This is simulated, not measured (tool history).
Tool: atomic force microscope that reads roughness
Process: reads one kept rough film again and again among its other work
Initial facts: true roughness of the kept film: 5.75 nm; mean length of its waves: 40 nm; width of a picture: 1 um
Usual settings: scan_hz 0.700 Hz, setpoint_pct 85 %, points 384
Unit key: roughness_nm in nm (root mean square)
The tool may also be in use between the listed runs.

run,day,scan_hz,setpoint_pct,points,roughness_nm
1,0.000,0.700,85,384,4.032
# day 0.075: new tip fitted
2,0.688,0.700,85,384,4.813
3,1.400,0.700,85,384,4.680
4,1.796,0.700,85,384,4.605
5,2.542,0.700,85,298,4.416
6,3.071,0.700,85,298,4.309
7,3.479,0.700,85,298,4.299
8,4.188,0.700,85,298,4.169
9,4.921,0.700,85,1001,4.066
# day 5.200: new tip fitted
10,5.550,2.021,87,384,4.104
11,6.358,0.700,63,467,5.004
12,7.238,0.700,63,352,4.797
13,7.754,0.700,63,352,4.698
14,8.517,3.593,58,576,4.272
15,9.392,0.700,85,616,4.157
16,9.858,3.281,73,952,3.638

3 ways to go on from here, each from the tool as it stands after run 16. What would each give?
# day 10.308: new tip fitted
A,10.454,0.981,64,741,?
# day 10.308: new tip fitted
B,10.454,1.559,85,384,?
# day 10.308: new tip fitted
C,10.454,0.754,85,721,?

run,roughness_nm
A,5.105
B,4.382
C,4.801
Take away the tool's hidden state, keep each run's random variation, and the runs would have read:
run,roughness_nm
A,5.153
B,4.424
C,4.847

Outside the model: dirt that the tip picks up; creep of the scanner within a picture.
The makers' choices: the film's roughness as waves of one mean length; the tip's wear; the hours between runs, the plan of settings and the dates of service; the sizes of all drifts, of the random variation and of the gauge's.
